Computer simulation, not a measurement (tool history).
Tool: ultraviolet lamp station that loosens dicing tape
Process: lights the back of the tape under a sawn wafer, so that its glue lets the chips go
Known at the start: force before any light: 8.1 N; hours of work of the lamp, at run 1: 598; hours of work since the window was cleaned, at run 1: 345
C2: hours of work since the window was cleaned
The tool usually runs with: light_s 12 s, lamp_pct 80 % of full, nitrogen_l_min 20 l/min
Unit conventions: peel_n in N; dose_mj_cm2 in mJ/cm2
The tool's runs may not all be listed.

{"run": 1, "hour": 0.0, "light_s": 12, "lamp_pct": 80, "nitrogen_l_min": 20, "hours of work of the lamp": 598, "C2": 345, "peel_n": 1.602, "dose_mj_cm2": 412}
{"run": 2, "hour": 42.9, "light_s": 12, "lamp_pct": 80, "nitrogen_l_min": 20, "hours of work of the lamp": 617, "C2": 364, "peel_n": 1.586, "dose_mj_cm2": 398}
{"run": 3, "hour": 73.6, "light_s": 12, "lamp_pct": 80, "nitrogen_l_min": 20, "hours of work of the lamp": 631, "C2": 378, "peel_n": 1.588, "dose_mj_cm2": 401}
{"run": 4, "hour": 120.1, "light_s": 12, "lamp_pct": 80, "nitrogen_l_min": 20, "hours of work of the lamp": 652, "C2": 399, "peel_n": 1.59, "dose_mj_cm2": 395}
{"run": 5, "hour": 146.9, "light_s": 12, "lamp_pct": 80, "nitrogen_l_min": 20, "hours of work of the lamp": 664, "C2": 411, "peel_n": 1.636, "dose_mj_cm2": 394}
{"run": 6, "hour": 189.5, "light_s": 12, "lamp_pct": 80, "nitrogen_l_min": 20, "hours of work of the lamp": 683, "C2": 430, "peel_n": 1.661, "dose_mj_cm2": 383}
{"run": 7, "hour": 219.5, "light_s": 12, "lamp_pct": 80, "nitrogen_l_min": 20, "hours of work of the lamp": 697, "C2": 444, "peel_n": 1.789, "dose_mj_cm2": 384}
{"run": 8, "hour": 262.7, "light_s": 14, "lamp_pct": 86, "nitrogen_l_min": 33, "hours of work of the lamp": 716, "C2": 464, "peel_n": 0.915, "dose_mj_cm2": 474}
{"run": 9, "hour": 283.9, "light_s": 14, "lamp_pct": 86, "nitrogen_l_min": 33, "hours of work of the lamp": 726, "C2": 473, "peel_n": 0.92, "dose_mj_cm2": 472}
{"run": 10, "hour": 335.8, "light_s": 15, "lamp_pct": 86, "nitrogen_l_min": 33, "hours of work of the lamp": 749, "C2": 497, "peel_n": 0.844, "dose_mj_cm2": 495}
{"run": 11, "hour": 375.5, "light_s": 15, "lamp_pct": 86, "nitrogen_l_min": 33, "hours of work of the lamp": 767, "C2": 514, "peel_n": 0.841, "dose_mj_cm2": 494}
{"run": 12, "hour": 416.1, "light_s": 12, "lamp_pct": 96, "nitrogen_l_min": 11, "hours of work of the lamp": 786, "C2": 533, "peel_n": 2.024, "dose_mj_cm2": 435}
{"hour": 419.6, "done": "window cleaned of glue's vapour"}
{"run": 13, "hour": 463.3, "light_s": 7, "lamp_pct": 80, "nitrogen_l_min": 22, "hours of work of the lamp": 807, "C2": 20, "peel_n": 2.723, "dose_mj_cm2": 252}

What if the next run were any one of these 3? Each begins from the tool's condition after run 13:
{"run": "A", "hour": 497.1, "light_s": 11, "lamp_pct": 69, "nitrogen_l_min": 20, "hours of work of the lamp": 822, "C2": 35, "peel_n": "?", "dose_mj_cm2": "?"}
{"run": "B", "hour": 497.1, "light_s": 19, "lamp_pct": 80, "nitrogen_l_min": 18, "hours of work of the lamp": 822, "C2": 35, "peel_n": "?", "dose_mj_cm2": "?"}
{"run": "C", "hour": 497.1, "light_s": 12, "lamp_pct": 80, "nitrogen_l_min": 9, "hours of work of the lamp": 822, "C2": 35, "peel_n": "?", "dose_mj_cm2": "?"}

run=A peel_n=2.078 dose_mj_cm2=340
run=B peel_n=0.670 dose_mj_cm2=677
run=C peel_n=2.161 dose_mj_cm2=425
With the hidden condition removed and each run's random variation left untouched, the same runs would have given:
run=A peel_n=1.450 dose_mj_cm2=434
run=B peel_n=0.401 dose_mj_cm2=865
run=C peel_n=1.537 dose_mj_cm2=544

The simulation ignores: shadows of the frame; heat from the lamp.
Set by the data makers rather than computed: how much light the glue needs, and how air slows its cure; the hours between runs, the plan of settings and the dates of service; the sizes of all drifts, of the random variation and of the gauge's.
